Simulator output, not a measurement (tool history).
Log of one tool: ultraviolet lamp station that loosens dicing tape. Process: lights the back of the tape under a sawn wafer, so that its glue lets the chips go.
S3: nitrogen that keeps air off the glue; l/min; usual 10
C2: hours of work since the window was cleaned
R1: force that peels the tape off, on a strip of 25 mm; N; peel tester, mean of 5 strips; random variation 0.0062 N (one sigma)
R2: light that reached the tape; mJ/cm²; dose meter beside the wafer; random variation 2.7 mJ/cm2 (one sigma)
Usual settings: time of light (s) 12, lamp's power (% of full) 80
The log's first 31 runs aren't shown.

Run 32, hour 631.9: usual settings but S3 16 l/min; hours of work of the lamp 442; C2 64. Result: R1 0.191 N, R2 299 mJ/cm².
Run 33, hour 654.9: usual settings but time of light (s) 16, lamp's power (% of full) 89, S3 5 l/min; hours of work of the lamp 455; C2 77. Result: R1 0.217 N, R2 436 mJ/cm².
Run 34, hour 669.9: usual settings but time of light (s) 22, lamp's power (% of full) 62, S3 16 l/min; hours of work of the lamp 463; C2 85. Result: R1 0.113 N, R2 412 mJ/cm².
Run 35, hour 700.5: usual settings but time of light (s) 10, lamp's power (% of full) 68, S3 14 l/min; hours of work of the lamp 481; C2 103. Result: R1 0.64 N, R2 208 mJ/cm².
Run 36, hour 729.8: usual settings but time of light (s) 11, lamp's power (% of full) 91, S3 11 l/min; hours of work of the lamp 497; C2 119. Result: R1 0.292 N, R2 296 mJ/cm².
Run 37, hour 753.9: usual settings but time of light (s) 7, lamp's power (% of full) 74, S3 9 l/min; hours of work of the lamp 511; C2 132. Result: R1 1.732 N, R2 152 mJ/cm².
Run 38, hour 766.7: usual settings but time of light (s) 10, lamp's power (% of full) 74, S3 9 l/min; hours of work of the lamp 518; C2 140. Result: R1 0.824 N, R2 218 mJ/cm².
Run 39, hour 784.7: usual settings but time of light (s) 15, lamp's power (% of full) 74; hours of work of the lamp 528; C2 150. Result: R1 0.253 N, R2 319 mJ/cm².
Run 40, hour 801.3: usual settings but time of light (s) 15, lamp's power (% of full) 74; hours of work of the lamp 537; C2 159. Result: R1 0.275 N, R2 307 mJ/cm².
Run 41, hour 821.7: usual settings but time of light (s) 15, lamp's power (% of full) 74; hours of work of the lamp 548; C2 170. Result: R1 0.271 N, R2 311 mJ/cm².
Run 42, hour 846.9: usual settings but time of light (s) 7, lamp's power (% of full) 94, S3 16 l/min; hours of work of the lamp 563; C2 185. Result: R1 0.734 N, R2 181 mJ/cm².

Forecast each of these 5 alternatives for the next run:
Run A, hour 864.6: usual settings but S3 4 l/min; hours of work of the lamp 572; C2 194. Result: R1 ?, R2 ?.
Run B, hour 864.6: usual settings but S3 15 l/min; hours of work of the lamp 572; C2 194. Result: R1 ?, R2 ?.
Run C, hour 864.6: usual settings but time of light (s) 21, S3 3 l/min; hours of work of the lamp 572; C2 194. Result: R1 ?, R2 ?.
Run D, hour 864.6: usual settings but lamp's power (% of full) 81, S3 19 l/min; hours of work of the lamp 572; C2 194. Result: R1 ?, R2 ?.
Run E, hour 864.6: usual settings but S3 4 l/min; hours of work of the lamp 572; C2 194. Result: R1 ?, R2 ?.

run     R1   R2
  A   1.05  262
  B  0.304  261
  C  0.344  462
  D  0.247  265
  E  1.098  264
Without the tool's hidden state the same runs would have given:
run     R1   R2
  A  0.453  369
  B  0.135  367
  C  0.152  650
  D  0.127  373
  E  0.469  371

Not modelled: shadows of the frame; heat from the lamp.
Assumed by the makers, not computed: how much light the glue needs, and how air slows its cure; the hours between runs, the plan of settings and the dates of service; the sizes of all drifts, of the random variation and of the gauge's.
